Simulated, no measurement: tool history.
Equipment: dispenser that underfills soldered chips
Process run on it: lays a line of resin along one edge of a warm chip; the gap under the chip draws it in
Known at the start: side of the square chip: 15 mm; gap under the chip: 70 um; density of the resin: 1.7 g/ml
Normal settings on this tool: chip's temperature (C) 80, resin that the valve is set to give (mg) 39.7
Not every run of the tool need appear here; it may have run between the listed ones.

| run | hour | chip's temperature (C) | resin that the valve is set to give (mg) | time until the resin shows at the far edge (s) | resin that the valve gave (mg) |
|---|---|---|---|---|---|
| 1 | 0 | 80 | 39.7 | 215.7 | 39.32 |
| 2 | 3.3 | 66 | 39.7 | 522.2 | 39.35 |
| 3 | 6.9 | 85 | 39.7 | 248.9 | 39.25 |
| 4 | 12.9 | 66 | 39.7 | 894.2 | 39.05 |
|  | 16.1 | new syringe of resin |
| 5 | 19.3 | 66 | 39.7 | 520.1 | 38.99 |
| 6 | 25 | 80 | 39.7 | 353.4 | 39.32 |
|  | 32.7 | new syringe of resin |
| 7 | 32.7 | 80 | 39.7 | 218.1 | 39.21 |
| 8 | 36.6 | 80 | 39.7 | 272.4 | 39.27 |
| 9 | 41.5 | 80 | 39.7 | 349.4 | 38.97 |
| 10 | 48.4 | 80 | 39.7 | 516.9 | 38.95 |
|  | 49.2 | new syringe of resin |
| 11 | 54.3 | 80 | 39.7 | 291.1 | 39.01 |
| 12 | 59.6 | 80 | 38.9 | 378.7 | 38.08 |
| 13 | 63.9 | 80 | 38.9 | 488.4 | 38 |
|  | 65.5 | new syringe of resin |
| 14 | 69.2 | 83 | 39.7 | 231.5 | 38.83 |
| 15 | 73.4 | 71 | 39.7 | 526.7 | 38.8 |
| 16 | 76.7 | 71 | 39.7 | 636.1 | 38.54 |
| 17 | 80.1 | 80 | 39.7 | 504.9 | 38.9 |
|  | 82 | new syringe of resin |
| 18 | 84 | 80 | 39.7 | 242.9 | 39.01 |
| 19 | 89 | 80 | 39.7 | 325.9 | 38.49 |
| 20 | 95.1 | 80 | 39.7 | 451.6 | 38.67 |
|  | 98.7 | new syringe of resin |
| 21 | 101.5 | 80 | 36.1 | 262 | 34.95 |
| 22 | 105.8 | 80 | 36.1 | 330.8 | 34.99 |
| 23 | 111.6 | 80 | 36.1 | 460.3 | 35.08 |
|  | 115.3 | new syringe of resin |
|  | 116.7 | dispensing valve cleaned and set on the balance |
| 24 | 119.3 | 83 | 38.6 | 218 | 38.59 |
| 25 | 122.4 | 66 | 34.9 | 616.8 | 34.93 |
| 26 | 126.3 | 88 | 46.5 | 250.4 | 46.53 |
|  | 132.8 | new syringe of resin |
| 27 | 133.8 | 87 | 35.9 | 165.1 | 35.65 |
| 28 | 140.3 | 87 | 35.9 | 238 | 35.58 |
| 29 | 144.9 | 87 | 35.9 | 315.3 | 35.73 |
|  | 149.1 | new syringe of resin |
| 30 | 150 | 72 | 50.5 | 335.7 | 50.3 |
| 31 | 157.2 | 72 | 41.4 | 509.5 | 41.05 |
| 32 | 161.8 | 72 | 41.4 | 660.5 | 40.88 |
|  | 165.4 | new syringe of resin |
| 33 | 166.4 | 87 | 49.8 | 161.4 | 49.36 |
| 34 | 171.6 | 74 | 34.6 | 432.2 | 34.18 |
| 35 | 175.2 | 77 | 34.6 | 445.6 | 34.2 |
|  | 181.8 | new syringe of resin |
| 36 | 182.3 | 77 | 34.6 | 278.6 | 34 |

Alternative continuations, all from the tool just after run 36; predict every row:
| A | 189.5 | 78 | 35.3 | ? | ? |
| B | 189.5 | 72 | 36.9 | ? | ? |
| C | 189.5 | 89 | 47.9 | ? | ? |

| run | time until the resin shows at the far edge (s) | resin that the valve gave (mg) |
|---|---|---|
| A | 406.8 | 34.81 |
| B | 520.5 | 36.19 |
| C | 222.2 | 47.13 |
With the hidden condition removed and each run's random variation left untouched, the same runs would have given:
| run | time until the resin shows at the far edge (s) | resin that the valve gave (mg) |
|---|---|---|
| A | 231.6 | 35.34 |
| B | 295.6 | 36.75 |
| C | 127.9 | 47.85 |

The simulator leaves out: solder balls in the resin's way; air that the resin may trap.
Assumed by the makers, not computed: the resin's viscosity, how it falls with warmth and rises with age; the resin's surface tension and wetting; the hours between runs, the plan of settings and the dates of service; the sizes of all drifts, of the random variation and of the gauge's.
